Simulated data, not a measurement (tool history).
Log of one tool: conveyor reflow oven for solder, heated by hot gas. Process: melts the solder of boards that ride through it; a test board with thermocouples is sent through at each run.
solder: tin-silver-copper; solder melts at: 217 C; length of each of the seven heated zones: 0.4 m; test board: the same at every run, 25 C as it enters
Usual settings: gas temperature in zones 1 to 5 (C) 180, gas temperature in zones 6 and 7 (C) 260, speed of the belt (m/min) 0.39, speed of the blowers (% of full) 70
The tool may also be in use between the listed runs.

| run | day | gas temperature in zones 1 to 5 (C) | gas temperature in zones 6 and 7 (C) | speed of the belt (m/min) | speed of the blowers (% of full) | highest temperature of the board (C) | time above the solder's melting point (s) |
|---|---|---|---|---|---|---|---|
| 1 | 0 | 180 | 260 | 0.39 | 70 | 247.9 | 92.1 |
| 2 | 1.596 | 180 | 260 | 0.39 | 70 | 248.1 | 92.8 |
| 3 | 2.488 | 180 | 260 | 0.39 | 70 | 247.6 | 92.2 |
| 4 | 3.867 | 180 | 260 | 0.39 | 70 | 247.4 | 91.8 |
| 5 | 5.596 | 180 | 260 | 0.39 | 70 | 246.9 | 91.9 |
| 6 | 7.021 | 180 | 260 | 0.39 | 70 | 248.1 | 91.7 |
| 7 | 7.929 | 180 | 271 | 0.39 | 70 | 256.9 | 102.3 |
| 8 | 9.512 | 180 | 271 | 0.39 | 70 | 256.9 | 101.1 |
| 9 | 10.925 | 180 | 271 | 0.39 | 70 | 256.1 | 102.1 |
| 10 | 11.704 | 180 | 271 | 0.39 | 70 | 256.4 | 102.2 |
| 11 | 12.925 | 180 | 262 | 0.45 | 70 | 244.2 | 74 |
|  | 13.192 | belt drive overhauled, speed set with a stopwatch |
| 12 | 13.992 | 170 | 255 | 0.378 | 54 | 238.9 | 75 |
| 13 | 15.371 | 192 | 265 | 0.358 | 74 | 255.4 | 120.1 |
| 14 | 16.433 | 192 | 265 | 0.34 | 80 | 256.9 | 129.4 |
|  | 17.796 | belt drive overhauled, speed set with a stopwatch, once more |
| 15 | 17.838 | 192 | 265 | 0.34 | 80 | 256.4 | 125.9 |
| 16 | 19.438 | 192 | 265 | 0.34 | 80 | 255.8 | 125.5 |
| 17 | 20.788 | 191 | 266 | 0.333 | 61 | 255.4 | 126.9 |
| 18 | 22.254 | 191 | 266 | 0.333 | 61 | 255.1 | 126.7 |
| 19 | 23.579 | 172 | 263 | 0.39 | 75 | 247.7 | 85.5 |
| 20 | 24.992 | 167 | 268 | 0.421 | 65 | 246.4 | 73.2 |

Forecast each of these 5 alternatives for the next run:
| A | 25.75 | 167 | 249 | 0.421 | 66 | ? | ? |
| B | 25.75 | 167 | 268 | 0.455 | 65 | ? | ? |
| C | 25.75 | 188 | 268 | 0.451 | 51 | ? | ? |
| D | 25.75 | 180 | 255 | 0.465 | 70 | ? | ? |
| E | 25.75 | 167 | 268 | 0.421 | 82 | ? | ? |

| run | highest temperature of the board (C) | time above the solder's melting point (s) |
|---|---|---|
| A | 231.1 | 47 |
| B | 243.5 | 63.2 |
| C | 246 | 76.4 |
| D | 236.3 | 57.6 |
| E | 249.7 | 78.3 |
Without the tool's hidden state the same runs would have given:
| run | highest temperature of the board (C) | time above the solder's melting point (s) |
|---|---|---|
| A | 234 | 54.7 |
| B | 247 | 68.6 |
| C | 248.9 | 80.8 |
| D | 239.3 | 63.8 |
| E | 253.2 | 83.1 |
